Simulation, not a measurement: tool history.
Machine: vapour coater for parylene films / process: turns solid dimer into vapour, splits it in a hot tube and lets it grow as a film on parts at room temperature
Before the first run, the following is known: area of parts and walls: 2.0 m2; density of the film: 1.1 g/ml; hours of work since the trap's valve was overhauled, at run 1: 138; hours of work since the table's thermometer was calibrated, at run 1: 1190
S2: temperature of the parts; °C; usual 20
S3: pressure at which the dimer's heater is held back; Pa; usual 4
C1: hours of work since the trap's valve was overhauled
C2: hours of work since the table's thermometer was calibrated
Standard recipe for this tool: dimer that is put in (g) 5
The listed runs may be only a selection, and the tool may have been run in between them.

Run 1, hour 0: usual settings; C1 138; C2 1190. Result: thickness of the film (µm) 1.79.
Run 2, hour 20.3: usual settings; C1 155; C2 1207. Result: thickness of the film (µm) 1.78.
Run 3, hour 39.1: usual settings; C1 171; C2 1223. Result: thickness of the film (µm) 1.77.
Run 4, hour 76.8: usual settings; C1 203; C2 1256. Result: thickness of the film (µm) 1.75.
Run 5, hour 115.8: usual settings; C1 237; C2 1289. Result: thickness of the film (µm) 1.74.
Run 6, hour 141.3: usual settings but S3 3.87 Pa; C1 259; C2 1311. Result: thickness of the film (µm) 1.71.
Run 7, hour 159.7: usual settings but S3 3.87 Pa; C1 275; C2 1327. Result: thickness of the film (µm) 1.71.
Run 8, hour 177.6: usual settings but S3 3.87 Pa; C1 290; C2 1342. Result: thickness of the film (µm) 1.72.
Run 9, hour 205.7: usual settings but S3 4.02 Pa; C1 314; C2 1366. Result: thickness of the film (µm) 1.69.
Run 10, hour 238.6: usual settings but S3 4.02 Pa; C1 342; C2 1394. Result: thickness of the film (µm) 1.67.
Run 11, hour 272.5: usual settings but S3 11.99 Pa; C1 371; C2 1423. Result: thickness of the film (µm) 1.51.
At hour 279.9: trap's valve overhauled.
Run 12, hour 316: usual settings but S3 11.99 Pa; C1 31; C2 1457. Result: thickness of the film (µm) 1.38.
Run 13, hour 338.3: usual settings but S3 11.99 Pa; C1 50; C2 1476. Result: thickness of the film (µm) 1.38.
Run 14, hour 358.3: usual settings but S3 11.99 Pa; C1 67; C2 1494. Result: thickness of the film (µm) 1.38.
Run 15, hour 394.3: usual settings but S3 11.99 Pa; C1 98; C2 1525. Result: thickness of the film (µm) 1.36.
Run 16, hour 416.2: usual settings but S3 11.99 Pa; C1 117; C2 1543. Result: thickness of the film (µm) 1.35.
At hour 422: trap's valve overhauled, once more.
Run 17, hour 444.2: usual settings; C1 19; C2 1564. Result: thickness of the film (µm) 1.85.
Run 18, hour 479.7: usual settings; C1 50; C2 1594. Result: thickness of the film (µm) 1.84.
Run 19, hour 514.5: usual settings; C1 79; C2 1624. Result: thickness of the film (µm) 1.82.
Run 20, hour 531.3: usual settings but dimer that is put in (g) 6; C1 94; C2 1639. Result: thickness of the film (µm) 2.18.
Run 21, hour 550: usual settings but dimer that is put in (g) 6; C1 110; C2 1655. Result: thickness of the film (µm) 2.16.
Run 22, hour 579.2: usual settings but dimer that is put in (g) 6; C1 135; C2 1680. Result: thickness of the film (µm) 2.14.
Run 23, hour 604.2: usual settings but dimer that is put in (g) 6, S2 16 °C, S3 3.73 Pa; C1 156; C2 1701. Result: thickness of the film (µm) 2.33.
Run 24, hour 637.5: usual settings but dimer that is put in (g) 4, S2 16 °C, S3 3.38 Pa; C1 185; C2 1730. Result: thickness of the film (µm) 1.52.
Run 25, hour 674.7: usual settings but dimer that is put in (g) 4, S2 16 °C, S3 3.38 Pa; C1 217; C2 1762. Result: thickness of the film (µm) 1.53.
Run 26, hour 699.1: usual settings but S2 14 °C, S3 3.94 Pa; C1 238; C2 1783. Result: thickness of the film (µm) 1.93.
Run 27, hour 722.4: usual settings but dimer that is put in (g) 6, S2 25 °C, S3 8.76 Pa; C1 258; C2 1803. Result: thickness of the film (µm) 1.79.
Run 28, hour 749.3: usual settings but dimer that is put in (g) 9, S2 21 °C, S3 4.36 Pa; C1 281; C2 1826. Result: thickness of the film (µm) 3.03.
Run 29, hour 787.2: usual settings but S3 4.23 Pa; C1 313; C2 1858. Result: thickness of the film (µm) 1.69.
Run 30, hour 821.3: usual settings but dimer that is put in (g) 9, S2 30 °C, S3 4.23 Pa; C1 343; C2 1888. Result: thickness of the film (µm) 2.56.
Run 31, hour 855.2: usual settings but dimer that is put in (g) 6, S2 21 °C, S3 4.23 Pa; C1 372; C2 1917. Result: thickness of the film (µm) 1.96.
At hour 862.1: trap's valve overhauled.
Run 32, hour 894.2: usual settings but dimer that is put in (g) 4, S2 15 °C, S3 2 Pa; C1 28; C2 1947. Result: thickness of the film (µm) 1.71.
Run 33, hour 919.5: usual settings but dimer that is put in (g) 4, S2 15 °C, S3 2 Pa; C1 49; C2 1968. Result: thickness of the film (µm) 1.71.
Run 34, hour 948.3: usual settings but dimer that is put in (g) 4, S2 15 °C, S3 2 Pa; C1 74; C2 1993. Result: thickness of the film (µm) 1.69.
Run 35, hour 967.5: usual settings but dimer that is put in (g) 4, S2 30 °C, S3 10.45 Pa; C1 90; C2 2010. Result: thickness of the film (µm) 1.12.
At hour 985.6: table's thermometer calibrated.
Run 36, hour 989.6: usual settings but dimer that is put in (g) 6, S2 13 °C, S3 9.62 Pa; C1 109; C2 3. Result: thickness of the film (µm) 2.22.
Run 37, hour 1007.3: usual settings but dimer that is put in (g) 2, S2 21 °C; C1 124; C2 19. Result: thickness of the film (µm) 0.7.
Run 38, hour 1032.7: usual settings but S2 15 °C; C1 146; C2 40. Result: thickness of the film (µm) 1.92.
Run 39, hour 1061.2: usual settings but S2 15 °C; C1 170; C2 65. Result: thickness of the film (µm) 1.9.
Run 40, hour 1081.3: usual settings but dimer that is put in (g) 4, S2 27 °C, S3 8.33 Pa; C1 187; C2 82. Result: thickness of the film (µm) 1.16.
Run 41, hour 1102: usual settings but S2 15 °C, S3 8.33 Pa; C1 205; C2 100. Result: thickness of the film (µm) 1.74.
Run 42, hour 1139: usual settings but dimer that is put in (g) 8, S2 15 °C, S3 2.11 Pa; C1 237; C2 132. Result: thickness of the film (µm) 3.18.

4 ways to go on from here, each from the tool as it stands after run 42. What would each give?
Run A, hour 1156.2: usual settings but S2 21 °C; C1 252; C2 146. Result: thickness of the film (µm) ?.
Run B, hour 1156.2: usual settings but dimer that is put in (g) 3, S2 15 °C, S3 8.91 Pa; C1 252; C2 146. Result: thickness of the film (µm) ?.
Run C, hour 1156.2: usual settings; C1 252; C2 146. Result: thickness of the film (µm) ?.
Run D, hour 1156.2: usual settings but dimer that is put in (g) 8, S3 2.11 Pa; C1 252; C2 146. Result: thickness of the film (µm) ?.

run  thickness of the film (µm)
  A                        1.69
  B                        1.03
  C                         1.7
  D                         2.9
With the hidden condition removed and each run's random variation left untouched, the same runs would have given:
run  thickness of the film (µm)
  A                        1.84
  B                        1.12
  C                        1.85
  D                        3.16
